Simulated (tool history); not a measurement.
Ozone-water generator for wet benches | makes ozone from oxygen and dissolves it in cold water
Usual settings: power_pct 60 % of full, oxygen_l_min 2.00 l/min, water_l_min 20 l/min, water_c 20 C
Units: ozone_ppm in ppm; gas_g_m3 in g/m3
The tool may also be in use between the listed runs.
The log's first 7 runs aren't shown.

run 8 hour=1296.9 | power_pct=60 oxygen_l_min=2.94 water_l_min=20 water_c=20 | ozone_ppm=10.9 gas_g_m3=149.6
run 9 hour=1483.2 | power_pct=60 oxygen_l_min=2.00 water_l_min=20 water_c=20 | ozone_ppm=10.1 gas_g_m3=185.1
run 10 hour=1653.5 | power_pct=60 oxygen_l_min=2.00 water_l_min=20 water_c=20 | ozone_ppm=10.2 gas_g_m3=182.9
run 11 hour=1768.1 | power_pct=68 oxygen_l_min=2.00 water_l_min=20 water_c=20 | ozone_ppm=10.9 gas_g_m3=199.7
run 12 hour=1964.9 | power_pct=68 oxygen_l_min=2.00 water_l_min=20 water_c=20 | ozone_ppm=11.4 gas_g_m3=198.4
run 13 hour=2113.1 | power_pct=68 oxygen_l_min=2.00 water_l_min=20 water_c=20 | ozone_ppm=11.0 gas_g_m3=199.2
run 14 hour=2260.8 | power_pct=68 oxygen_l_min=1.97 water_l_min=20 water_c=20 | ozone_ppm=10.9 gas_g_m3=201.0
run 15 hour=2388.4 | power_pct=68 oxygen_l_min=1.97 water_l_min=20 water_c=20 | ozone_ppm=11.0 gas_g_m3=201.6
run 16 hour=2487.2 | power_pct=68 oxygen_l_min=1.97 water_l_min=20 water_c=20 | ozone_ppm=11.0 gas_g_m3=199.9
run 17 hour=2672.2 | power_pct=68 oxygen_l_min=1.97 water_l_min=20 water_c=20 | ozone_ppm=11.0 gas_g_m3=199.7
run 18 hour=2766.8 | power_pct=68 oxygen_l_min=1.97 water_l_min=20 water_c=20 | ozone_ppm=10.9 gas_g_m3=202.3
run 19 hour=2868.7 | power_pct=58 oxygen_l_min=2.00 water_l_min=20 water_c=17 | ozone_ppm=10.1 gas_g_m3=176.6
run 20 hour=3036.1 | power_pct=58 oxygen_l_min=2.00 water_l_min=20 water_c=17 | ozone_ppm=10.2 gas_g_m3=176.4
run 21 hour=3237.1 | power_pct=58 oxygen_l_min=2.00 water_l_min=20 water_c=17 | ozone_ppm=10.0 gas_g_m3=177.8
-- hour=3287.8 contactor cleaned
run 22 hour=3422.6 | power_pct=58 oxygen_l_min=2.00 water_l_min=20 water_c=17 | ozone_ppm=10.0 gas_g_m3=176.1
run 23 hour=3534.3 | power_pct=60 oxygen_l_min=1.03 water_l_min=20 water_c=20 | ozone_ppm=8.7 gas_g_m3=262.8
-- hour=3551.9 electrodes of the discharge changed
run 24 hour=3687.0 | power_pct=50 oxygen_l_min=1.35 water_l_min=24 water_c=13 | ozone_ppm=7.0 gas_g_m3=200.0
run 25 hour=3829.9 | power_pct=50 oxygen_l_min=1.35 water_l_min=24 water_c=22 | ozone_ppm=6.5 gas_g_m3=200.9
run 26 hour=3938.2 | power_pct=67 oxygen_l_min=1.58 water_l_min=20 water_c=20 | ozone_ppm=10.4 gas_g_m3=223.5
run 27 hour=4111.2 | power_pct=51 oxygen_l_min=3.37 water_l_min=20 water_c=12 | ozone_ppm=10.6 gas_g_m3=120.6
run 28 hour=4248.7 | power_pct=64 oxygen_l_min=2.90 water_l_min=18 water_c=20 | ozone_ppm=12.4 gas_g_m3=155.4
run 29 hour=4351.1 | power_pct=60 oxygen_l_min=2.00 water_l_min=20 water_c=15 | ozone_ppm=10.6 gas_g_m3=182.0
run 30 hour=4473.8 | power_pct=60 oxygen_l_min=2.00 water_l_min=20 water_c=26 | ozone_ppm=9.6 gas_g_m3=181.8

Forecast run 31:
run 31 hour=4621.4 | power_pct=50 oxygen_l_min=2.00 water_l_min=23 water_c=26 | ozone_ppm=? gas_g_m3=?

Run 31 gave ozone_ppm 7.4 ppm, gas_g_m3 159.2 g/m3.
Without the tool's hidden state the same run would have given ozone_ppm 7.4 ppm, gas_g_m3 163.5 g/m3.
